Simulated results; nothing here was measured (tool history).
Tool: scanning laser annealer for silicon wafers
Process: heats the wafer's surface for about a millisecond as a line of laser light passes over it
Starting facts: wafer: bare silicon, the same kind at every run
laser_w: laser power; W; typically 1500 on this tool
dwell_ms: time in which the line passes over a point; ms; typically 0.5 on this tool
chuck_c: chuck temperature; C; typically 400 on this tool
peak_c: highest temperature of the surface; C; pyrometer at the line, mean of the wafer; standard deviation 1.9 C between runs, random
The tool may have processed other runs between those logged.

Run 1, hour 0: usual settings. Result: peak_c 1190 C.
Run 2, hour 47.9: usual settings. Result: peak_c 1182 C.
Run 3, hour 104.1: usual settings. Result: peak_c 1180 C.
Run 4, hour 144.4: usual settings but dwell_ms 0.454 ms. Result: peak_c 1143 C.
At hour 153.5: optics aligned, line set to its width.
Run 5, hour 226.1: usual settings but dwell_ms 0.454 ms. Result: peak_c 1129 C.
Run 6, hour 292.9: usual settings but dwell_ms 0.454 ms. Result: peak_c 1121 C.
At hour 340.1: optics aligned, line set to its width, once more.
Run 7, hour 361.4: usual settings but dwell_ms 0.515 ms. Result: peak_c 1178 C.
Run 8, hour 425.9: usual settings but dwell_ms 0.515 ms. Result: peak_c 1174 C.
Run 9, hour 478.2: usual settings but dwell_ms 0.515 ms. Result: peak_c 1167 C.
Run 10, hour 525.3: usual settings but dwell_ms 0.515 ms. Result: peak_c 1166 C.
Run 11, hour 591.2: usual settings but dwell_ms 0.515 ms. Result: peak_c 1158 C.
Run 12, hour 648.1: usual settings. Result: peak_c 1140 C.
At hour 683.5: window over the wafer cleaned.
Run 13, hour 697.1: usual settings. Result: peak_c 1197 C.
Run 14, hour 729.4: usual settings. Result: peak_c 1195 C.
Run 15, hour 760.9: usual settings but chuck_c 419 C. Result: peak_c 1207 C.
Run 16, hour 827.6: usual settings but chuck_c 419 C. Result: peak_c 1199 C.
Run 17, hour 877.2: usual settings but chuck_c 419 C. Result: peak_c 1197 C.
Run 18, hour 923.1: usual settings but chuck_c 419 C. Result: peak_c 1190 C.
Run 19, hour 993.1: usual settings but chuck_c 419 C. Result: peak_c 1185 C.
Run 20, hour 1025.2: usual settings but chuck_c 419 C. Result: peak_c 1187 C.
Run 21, hour 1088.1: usual settings but dwell_ms 0.579 ms, chuck_c 419 C. Result: peak_c 1225 C.
Run 22, hour 1160.2: usual settings but laser_w 1480 W, dwell_ms 0.579 ms, chuck_c 373 C. Result: peak_c 1158 C.
Run 23, hour 1197.4: usual settings but laser_w 1480 W, dwell_ms 0.579 ms, chuck_c 373 C. Result: peak_c 1156 C.
Run 24, hour 1238.2: usual settings but laser_w 1480 W, dwell_ms 0.579 ms, chuck_c 373 C. Result: peak_c 1151 C.
Run 25, hour 1315: usual settings but dwell_ms 0.426 ms, chuck_c 379 C. Result: peak_c 1062 C.
At hour 1354.8: window over the wafer cleaned.
Run 26, hour 1379.4: usual settings but laser_w 1308 W, dwell_ms 0.615 ms, chuck_c 391 C. Result: peak_c 1119 C.
Run 27, hour 1449.9: usual settings but laser_w 1577 W, dwell_ms 0.45 ms, chuck_c 393 C. Result: peak_c 1186 C.
Run 28, hour 1520: usual settings but laser_w 1577 W, dwell_ms 0.408 ms, chuck_c 382 C. Result: peak_c 1134 C.
Run 29, hour 1557.8: usual settings but dwell_ms 0.424 ms, chuck_c 431 C. Result: peak_c 1148 C.
Run 30, hour 1620.4: usual settings but dwell_ms 0.424 ms, chuck_c 431 C. Result: peak_c 1142 C.
Run 31, hour 1690.9: usual settings but laser_w 1289 W, chuck_c 426 C. Result: peak_c 1053 C.
Run 32, hour 1751.1: usual settings but laser_w 1342 W, dwell_ms 0.492 ms, chuck_c 365 C. Result: peak_c 1018 C.
Run 33, hour 1793.6: usual settings but laser_w 1531 W, dwell_ms 0.552 ms. Result: peak_c 1201 C.
Run 34, hour 1831.8: usual settings but laser_w 1517 W, chuck_c 376 C. Result: peak_c 1131 C.
Run 35, hour 1867.3: usual settings but laser_w 1517 W, chuck_c 376 C. Result: peak_c 1127 C.
Run 36, hour 1925.6: usual settings but laser_w 1517 W, chuck_c 376 C. Result: peak_c 1122 C.
Run 37, hour 1965.3: usual settings but laser_w 1517 W, chuck_c 376 C. Result: peak_c 1117 C.
Run 38, hour 2013.6: usual settings but dwell_ms 0.371 ms, chuck_c 428 C. Result: peak_c 1065 C.
At hour 2027.8: window over the wafer cleaned.
Run 39, hour 2087.8: usual settings but dwell_ms 0.371 ms, chuck_c 428 C. Result: peak_c 1108 C.
Run 40, hour 2126: usual settings but laser_w 1278 W, chuck_c 365 C. Result: peak_c 999 C.

For each run, the measured value with the value that run would have given without the tool's hidden condition subtracted. The run-to-run variation is shared by both, the gauge scatter possibly not:
Unlogged tool condition in this case: light that passes the window, % of a clean one's; laser's true power over the reading, %; width of the line over the set one, %; drift of the gauge itself on peak_c, C.
run  peak_c
  1     -22
  2     -26
  3     -31
  4     -34
  5     -47
  6     -54
  7     -41
  8     -48
  9     -53
 10     -57
 11     -64
 12     -68
 13     -15
 14     -18
 15     -21
 16     -28
 17     -32
 18     -37
 19     -44
 20     -47
 21     -56
 22     -62
 23     -66
 24     -70
 25     -69
 26     -21
 27     -31
 28     -36
 29     -37
 30     -43
 31     -44
 32     -50
 33     -67
 34     -67
 35     -70
 36     -75
 37     -79
 38     -73
 39     -30
 40     -31
